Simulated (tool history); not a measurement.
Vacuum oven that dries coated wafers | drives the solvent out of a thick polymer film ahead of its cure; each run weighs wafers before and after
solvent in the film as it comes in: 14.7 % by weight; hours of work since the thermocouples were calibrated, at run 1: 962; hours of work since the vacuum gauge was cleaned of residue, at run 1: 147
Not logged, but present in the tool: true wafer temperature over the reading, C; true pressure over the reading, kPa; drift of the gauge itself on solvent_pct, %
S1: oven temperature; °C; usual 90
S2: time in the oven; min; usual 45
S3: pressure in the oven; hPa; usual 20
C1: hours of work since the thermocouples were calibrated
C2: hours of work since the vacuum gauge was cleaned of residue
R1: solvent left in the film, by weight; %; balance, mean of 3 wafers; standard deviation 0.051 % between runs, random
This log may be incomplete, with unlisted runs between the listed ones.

| run | hour | S1 | S2 | S3 | C1 | C2 | R1 |
|---|---|---|---|---|---|---|---|
| 1 | 0 | 90 | 45 | 20 | 962 | 147 | 3.34 |
| 2 | 17.7 | 90 | 45 | 20 | 972 | 157 | 3.37 |
| 3 | 25.4 | 90 | 45 | 20 | 977 | 162 | 3.41 |
| 4 | 36 | 90 | 45 | 20 | 983 | 168 | 3.37 |
| 5 | 45.5 | 90 | 45 | 12.9 | 988 | 173 | 2.93 |
| 6 | 55.8 | 103 | 35 | 33.1 | 994 | 179 | 2.03 |
| 7 | 69.8 | 103 | 35 | 33.1 | 1003 | 187 | 2.08 |
| 8 | 86.5 | 99 | 67 | 32.9 | 1012 | 197 | 1.71 |
| 9 | 103.1 | 80 | 53 | 25.9 | 1022 | 207 | 6.11 |
| 10 | 121.1 | 80 | 29 | 26.1 | 1032 | 217 | 8.07 |

Forecast each of these 5 alternatives for the next run:
| A | 138.8 | 80 | 45 | 34.4 | 1043 | 228 | ? |
| B | 138.8 | 75 | 45 | 20 | 1043 | 228 | ? |
| C | 138.8 | 89 | 45 | 53.2 | 1043 | 228 | ? |
| D | 138.8 | 90 | 45 | 19.3 | 1043 | 228 | ? |
| E | 138.8 | 104 | 45 | 20 | 1043 | 228 | ? |

| run | R1 |
|---|---|
| A | 7.33 |
| B | 7.73 |
| C | 5.77 |
| D | 3.38 |
| E | 1.05 |
Without the tool's unlogged condition, the same runs would have read:
| run | R1 |
|---|---|
| A | 6.62 |
| B | 7.08 |
| C | 5.11 |
| D | 2.83 |
| E | 0.88 |

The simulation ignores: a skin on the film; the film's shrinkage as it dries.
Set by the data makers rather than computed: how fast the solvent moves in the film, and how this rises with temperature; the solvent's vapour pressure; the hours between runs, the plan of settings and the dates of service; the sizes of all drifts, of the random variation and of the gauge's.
